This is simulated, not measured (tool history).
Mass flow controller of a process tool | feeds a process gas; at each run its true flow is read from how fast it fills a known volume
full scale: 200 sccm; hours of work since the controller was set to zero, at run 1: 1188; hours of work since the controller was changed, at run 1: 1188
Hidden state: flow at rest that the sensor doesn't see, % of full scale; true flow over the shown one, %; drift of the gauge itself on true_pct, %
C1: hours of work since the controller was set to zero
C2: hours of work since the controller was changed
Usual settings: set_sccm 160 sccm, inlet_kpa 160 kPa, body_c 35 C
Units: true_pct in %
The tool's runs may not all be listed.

{"run": 1, "hour": 0.0, "set_sccm": 160, "inlet_kpa": 160, "body_c": 35, "C1": 1188, "C2": 1188, "true_pct": 99.25}
{"run": 2, "hour": 111.0, "set_sccm": 160, "inlet_kpa": 160, "body_c": 35, "C1": 1254, "C2": 1254, "true_pct": 99.18}
{"run": 3, "hour": 246.0, "set_sccm": 160, "inlet_kpa": 160, "body_c": 35, "C1": 1334, "C2": 1334, "true_pct": 99.33}
{"run": 4, "hour": 385.1, "set_sccm": 160, "inlet_kpa": 160, "body_c": 35, "C1": 1416, "C2": 1416, "true_pct": 99.5}
{"run": 5, "hour": 470.8, "set_sccm": 176, "inlet_kpa": 160, "body_c": 35, "C1": 1466, "C2": 1466, "true_pct": 99.61}
{"run": 6, "hour": 537.0, "set_sccm": 160, "inlet_kpa": 171, "body_c": 35, "C1": 1506, "C2": 1506, "true_pct": 99.42}
{"run": 7, "hour": 637.3, "set_sccm": 160, "inlet_kpa": 171, "body_c": 35, "C1": 1565, "C2": 1565, "true_pct": 99.41}
{"run": 8, "hour": 747.2, "set_sccm": 160, "inlet_kpa": 171, "body_c": 35, "C1": 1630, "C2": 1630, "true_pct": 99.42}
{"run": 9, "hour": 877.8, "set_sccm": 160, "inlet_kpa": 160, "body_c": 35, "C1": 1707, "C2": 1707, "true_pct": 99.48}
{"run": 10, "hour": 1033.4, "set_sccm": 160, "inlet_kpa": 160, "body_c": 35, "C1": 1799, "C2": 1799, "true_pct": 99.53}
{"run": 11, "hour": 1190.4, "set_sccm": 160, "inlet_kpa": 160, "body_c": 35, "C1": 1891, "C2": 1891, "true_pct": 99.43}
{"run": 12, "hour": 1306.1, "set_sccm": 160, "inlet_kpa": 160, "body_c": 35, "C1": 1960, "C2": 1960, "true_pct": 99.65}
{"run": 13, "hour": 1407.9, "set_sccm": 29, "inlet_kpa": 160, "body_c": 35, "C1": 2020, "C2": 2020, "true_pct": 97.73}
{"run": 14, "hour": 1513.5, "set_sccm": 29, "inlet_kpa": 160, "body_c": 35, "C1": 2082, "C2": 2082, "true_pct": 97.66}
{"run": 15, "hour": 1631.0, "set_sccm": 29, "inlet_kpa": 160, "body_c": 35, "C1": 2152, "C2": 2152, "true_pct": 97.66}
{"run": 16, "hour": 1714.3, "set_sccm": 27, "inlet_kpa": 193, "body_c": 38, "C1": 2201, "C2": 2201, "true_pct": 97.4}
{"run": 17, "hour": 1862.1, "set_sccm": 139, "inlet_kpa": 170, "body_c": 22, "C1": 2288, "C2": 2288, "true_pct": 99.93}
{"run": 18, "hour": 1975.0, "set_sccm": 139, "inlet_kpa": 198, "body_c": 36, "C1": 2355, "C2": 2355, "true_pct": 99.19}
{"run": 19, "hour": 2114.8, "set_sccm": 36, "inlet_kpa": 145, "body_c": 35, "C1": 2438, "C2": 2438, "true_pct": 98}
{"run": 20, "hour": 2203.3, "set_sccm": 36, "inlet_kpa": 145, "body_c": 35, "C1": 2490, "C2": 2490, "true_pct": 98.12}
{"run": 21, "hour": 2282.1, "set_sccm": 169, "inlet_kpa": 145, "body_c": 28, "C1": 2536, "C2": 2536, "true_pct": 100.52}
{"run": 22, "hour": 2437.0, "set_sccm": 24, "inlet_kpa": 145, "body_c": 26, "C1": 2628, "C2": 2628, "true_pct": 98.31}
{"run": 23, "hour": 2543.8, "set_sccm": 24, "inlet_kpa": 145, "body_c": 26, "C1": 2691, "C2": 2691, "true_pct": 98.45}
{"run": 24, "hour": 2647.7, "set_sccm": 24, "inlet_kpa": 145, "body_c": 26, "C1": 2752, "C2": 2752, "true_pct": 98.37}
{"run": 25, "hour": 2801.7, "set_sccm": 128, "inlet_kpa": 145, "body_c": 26, "C1": 2843, "C2": 2843, "true_pct": 100.07}
{"run": 26, "hour": 2905.7, "set_sccm": 128, "inlet_kpa": 145, "body_c": 26, "C1": 2905, "C2": 2905, "true_pct": 100.15}
{"run": 27, "hour": 3038.1, "set_sccm": 128, "inlet_kpa": 186, "body_c": 26, "C1": 2983, "C2": 2983, "true_pct": 99.85}
{"run": 28, "hour": 3158.7, "set_sccm": 160, "inlet_kpa": 167, "body_c": 33, "C1": 3054, "C2": 3054, "true_pct": 100.15}
{"run": 29, "hour": 3312.0, "set_sccm": 160, "inlet_kpa": 167, "body_c": 33, "C1": 3145, "C2": 3145, "true_pct": 100.3}

Forecast each of these 3 alternatives for the next run:
{"run": "A", "hour": 3384.4, "set_sccm": 168, "inlet_kpa": 160, "body_c": 35, "C1": 3187, "C2": 3187, "true_pct": "?"}
{"run": "B", "hour": 3384.4, "set_sccm": 48, "inlet_kpa": 185, "body_c": 35, "C1": 3187, "C2": 3187, "true_pct": "?"}
{"run": "C", "hour": 3384.4, "set_sccm": 160, "inlet_kpa": 180, "body_c": 24, "C1": 3187, "C2": 3187, "true_pct": "?"}

run=A true_pct=100.39
run=B true_pct=98.44
run=C true_pct=100.52
Without the tool's hidden state the same runs would have given:
run=A true_pct=99.41
run=B true_pct=97.48
run=C true_pct=99.54
